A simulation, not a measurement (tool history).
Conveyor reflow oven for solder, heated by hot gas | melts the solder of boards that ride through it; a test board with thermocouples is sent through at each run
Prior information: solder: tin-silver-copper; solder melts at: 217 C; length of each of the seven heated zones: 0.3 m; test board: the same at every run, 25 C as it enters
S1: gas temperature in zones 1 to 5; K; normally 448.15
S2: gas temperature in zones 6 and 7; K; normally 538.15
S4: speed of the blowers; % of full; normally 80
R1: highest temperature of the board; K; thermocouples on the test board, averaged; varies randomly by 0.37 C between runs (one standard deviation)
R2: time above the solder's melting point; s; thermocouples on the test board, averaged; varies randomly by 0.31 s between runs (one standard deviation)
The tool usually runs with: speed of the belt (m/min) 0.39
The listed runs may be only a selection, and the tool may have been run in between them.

{"run": 1, "day": 0.0, "S1": 448.15, "S2": 538.15, "speed of the belt (m/min)": 0.39, "S4": 80, "R1": 527.15, "R2": 73.6}
{"run": 2, "day": 1.962, "S1": 448.15, "S2": 538.15, "speed of the belt (m/min)": 0.39, "S4": 80, "R1": 526.25, "R2": 72.5}
{"run": 3, "day": 3.888, "S1": 448.15, "S2": 538.15, "speed of the belt (m/min)": 0.39, "S4": 72, "R1": 525.45, "R2": 70.9}
{"run": 4, "day": 6.171, "S1": 448.15, "S2": 538.15, "speed of the belt (m/min)": 0.39, "S4": 72, "R1": 525.25, "R2": 71.2}
{"run": 5, "day": 7.692, "S1": 448.15, "S2": 551.15, "speed of the belt (m/min)": 0.39, "S4": 80, "R1": 538.25, "R2": 80.2}
{"run": 6, "day": 8.742, "S1": 448.15, "S2": 551.15, "speed of the belt (m/min)": 0.39, "S4": 80, "R1": 538.05, "R2": 80.3}
{"run": 7, "day": 9.717, "S1": 448.15, "S2": 538.15, "speed of the belt (m/min)": 0.344, "S4": 80, "R1": 528.15, "R2": 85.6}
{"run": 8, "day": 11.092, "S1": 448.15, "S2": 538.15, "speed of the belt (m/min)": 0.344, "S4": 80, "R1": 529.25, "R2": 84.8}
{"run": 9, "day": 12.25, "S1": 448.15, "S2": 538.15, "speed of the belt (m/min)": 0.344, "S4": 80, "R1": 528.85, "R2": 85.3}
{"run": 10, "day": 14.462, "S1": 444.15, "S2": 538.15, "speed of the belt (m/min)": 0.344, "S4": 80, "R1": 528.85, "R2": 83.2}
{"run": 11, "day": 16.442, "S1": 448.15, "S2": 538.15, "speed of the belt (m/min)": 0.39, "S4": 80, "R1": 526.25, "R2": 72}
{"run": 12, "day": 17.438, "S1": 448.15, "S2": 538.15, "speed of the belt (m/min)": 0.39, "S4": 80, "R1": 525.75, "R2": 72.4}
{"run": 13, "day": 19.317, "S1": 437.15, "S2": 540.15, "speed of the belt (m/min)": 0.324, "S4": 80, "R1": 531.05, "R2": 87.7}
{"run": 14, "day": 20.504, "S1": 448.15, "S2": 541.15, "speed of the belt (m/min)": 0.438, "S4": 74, "R1": 523.75, "R2": 60.4}
{"run": 15, "day": 22.146, "S1": 448.15, "S2": 541.15, "speed of the belt (m/min)": 0.438, "S4": 74, "R1": 523.75, "R2": 61.4}
{"run": 16, "day": 23.2, "S1": 448.15, "S2": 541.15, "speed of the belt (m/min)": 0.438, "S4": 74, "R1": 523.85, "R2": 60.3}
{"run": 17, "day": 24.329, "S1": 442.15, "S2": 543.15, "speed of the belt (m/min)": 0.425, "S4": 76, "R1": 525.55, "R2": 62.2}
{"run": 18, "day": 26.017, "S1": 448.15, "S2": 546.15, "speed of the belt (m/min)": 0.322, "S4": 80, "R1": 536.25, "R2": 97.5}
{"run": 19, "day": 27.912, "S1": 448.15, "S2": 546.15, "speed of the belt (m/min)": 0.322, "S4": 80, "R1": 536.85, "R2": 97.4}
{"run": 20, "day": 28.958, "S1": 436.15, "S2": 535.15, "speed of the belt (m/min)": 0.322, "S4": 80, "R1": 524.65, "R2": 82.9}
{"day": 30.292, "done": "flux residue cleaned out of gas plates and filters"}
{"run": 21, "day": 30.742, "S1": 452.15, "S2": 538.15, "speed of the belt (m/min)": 0.392, "S4": 80, "R1": 526.95, "R2": 74.7}
{"run": 22, "day": 32.408, "S1": 452.15, "S2": 538.15, "speed of the belt (m/min)": 0.392, "S4": 80, "R1": 527.25, "R2": 74.5}
{"run": 23, "day": 33.842, "S1": 444.15, "S2": 531.15, "speed of the belt (m/min)": 0.319, "S4": 80, "R1": 523.25, "R2": 87.2}
{"run": 24, "day": 36.008, "S1": 449.15, "S2": 528.15, "speed of the belt (m/min)": 0.342, "S4": 80, "R1": 519.65, "R2": 79.3}

5 options for the next run, each taken on its own from the tool as it stands now. Forecast them:
{"run": "A", "day": 37.888, "S1": 448.15, "S2": 549.15, "speed of the belt (m/min)": 0.349, "S4": 80, "R1": "?", "R2": "?"}
{"run": "B", "day": 37.888, "S1": 459.15, "S2": 550.15, "speed of the belt (m/min)": 0.342, "S4": 80, "R1": "?", "R2": "?"}
{"run": "C", "day": 37.888, "S1": 444.15, "S2": 539.15, "speed of the belt (m/min)": 0.322, "S4": 80, "R1": "?", "R2": "?"}
{"run": "D", "day": 37.888, "S1": 438.15, "S2": 527.15, "speed of the belt (m/min)": 0.438, "S4": 80, "R1": "?", "R2": "?"}
{"run": "E", "day": 37.888, "S1": 442.15, "S2": 538.15, "speed of the belt (m/min)": 0.39, "S4": 80, "R1": "?", "R2": "?"}

run=A R1=539.05 R2=91.3
run=B R1=540.65 R2=99.2
run=C R1=530.65 R2=92.3
run=D R1=511.95 R2=46.4
run=E R1=524.45 R2=69.1
Without the tool's hidden state the same runs would have given:
run=A R1=541.45 R2=92
run=B R1=542.95 R2=99.6
run=C R1=532.95 R2=93.4
run=D R1=514.25 R2=48.9
run=E R1=526.85 R2=70.5

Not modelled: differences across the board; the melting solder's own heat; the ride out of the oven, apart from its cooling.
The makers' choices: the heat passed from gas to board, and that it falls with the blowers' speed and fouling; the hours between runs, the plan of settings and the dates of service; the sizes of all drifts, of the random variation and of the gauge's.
